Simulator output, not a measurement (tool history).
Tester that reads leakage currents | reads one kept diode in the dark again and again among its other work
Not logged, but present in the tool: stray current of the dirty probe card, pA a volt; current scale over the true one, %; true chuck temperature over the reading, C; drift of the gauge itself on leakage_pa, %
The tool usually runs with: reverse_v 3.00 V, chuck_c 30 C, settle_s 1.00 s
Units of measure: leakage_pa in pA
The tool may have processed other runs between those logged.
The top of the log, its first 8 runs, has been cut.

run,hour,reverse_v,chuck_c,settle_s,hours of work since the probe card was cleaned,hours of work since the tester was calibrated,hours of work since the chuck was calibrated,leakage_pa
# hour 1467.6: chuck's temperature calibrated
9,1545.6,3.00,30,5.89,2172,2323,47,134.40
10,1684.8,3.00,33,1.00,2256,2406,130,179.04
11,1804.6,1.44,33,1.00,2327,2478,202,139.94
# hour 2039.2: tester calibrated
12,2075.5,3.00,30,2.67,2489,22,363,150.00
13,2330.9,3.00,30,2.67,2642,175,516,159.69
# hour 2358.7: probe card cleaned and baked
14,2449.3,3.00,30,2.67,54,244,585,165.19
# hour 2495.2: chuck's temperature calibrated
15,2569.3,3.00,30,1.00,125,315,44,136.33
16,2758.9,3.00,30,1.00,239,428,158,141.36
17,2894.5,3.00,34,1.00,320,510,239,204.12
18,3140.5,3.00,58,4.45,467,657,387,1413.08
19,3270.0,3.00,58,4.45,545,735,464,1447.22
# hour 3293.2: probe card cleaned and baked, once more
# hour 3515.1: chuck's temperature calibrated
20,3535.6,6.98,51,1.00,144,891,12,957.71
21,3721.2,3.01,34,0.45,255,1002,123,183.05
22,3918.4,9.22,34,0.31,373,1120,242,283.75
23,4036.3,3.00,44,1.00,444,1191,312,454.55
24,4155.8,3.00,44,1.00,516,1262,384,469.18
25,4326.8,3.00,44,1.00,618,1365,486,483.52
# hour 4536.2: chuck's temperature calibrated
26,4614.0,3.00,30,6.54,789,1536,47,128.93
27,4814.1,3.00,30,6.54,909,1656,166,134.48
28,5016.7,10.11,55,1.00,1030,1777,288,1668.28
29,5228.1,4.33,30,0.82,1157,1904,415,169.61
30,5458.8,4.33,30,0.82,1295,2042,553,179.35

Forecast each of these 3 alternatives for the next run:
# hour 5562.5: chuck's temperature calibrated
A,5619.3,6.84,30,1.47,1390,2137,34,?
# hour 5562.5: chuck's temperature calibrated
B,5619.3,3.28,44,0.82,1390,2137,34,?
# hour 5562.5: chuck's temperature calibrated
C,5619.3,4.48,24,1.00,1390,2137,34,?

run,leakage_pa
A,176.13
B,435.94
C,89.12
With the hidden condition removed and each run's random variation left untouched, the same runs would have given:
run,leakage_pa
A,163.52
B,424.62
C,81.28

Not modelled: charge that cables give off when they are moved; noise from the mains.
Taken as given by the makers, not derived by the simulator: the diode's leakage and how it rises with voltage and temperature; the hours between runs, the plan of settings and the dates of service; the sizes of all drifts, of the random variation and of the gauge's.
